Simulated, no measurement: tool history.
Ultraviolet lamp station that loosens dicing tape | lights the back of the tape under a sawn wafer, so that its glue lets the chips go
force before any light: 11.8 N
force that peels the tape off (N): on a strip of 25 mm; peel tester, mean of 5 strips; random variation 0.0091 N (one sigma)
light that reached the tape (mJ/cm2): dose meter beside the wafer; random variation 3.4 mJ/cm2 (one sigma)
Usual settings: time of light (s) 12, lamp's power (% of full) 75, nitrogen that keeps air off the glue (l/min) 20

run,day,time of light (s),lamp's power (% of full),nitrogen that keeps air off the glue (l/min),force that peels the tape off (N),light that reached the tape (mJ/cm2)
1,0.000,12,75,20,0.523,464
2,0.458,12,75,20,0.498,467
3,0.858,12,75,20,0.527,459
4,1.367,12,75,20,0.528,462
5,1.758,12,75,20,0.526,460
6,2.292,12,75,20,0.524,464
7,2.758,12,75,20,0.540,457
8,3.283,12,75,20,0.565,455
9,3.754,8,75,20,1.286,305
10,4.275,8,75,27,0.973,303
11,4.662,24,75,20,0.247,902
12,5.179,12,75,8,1.324,441
13,5.538,12,75,8,1.270,439

The next listed run, before its measurement:
14,6.208,12,75,8,?,?

force that peels the tape off (N): 1.298
light that reached the tape (mJ/cm2): 445
Without the tool's hidden state the same run would have given force that peels the tape off (N) 0.818, light that reached the tape (mJ/cm2) 557.

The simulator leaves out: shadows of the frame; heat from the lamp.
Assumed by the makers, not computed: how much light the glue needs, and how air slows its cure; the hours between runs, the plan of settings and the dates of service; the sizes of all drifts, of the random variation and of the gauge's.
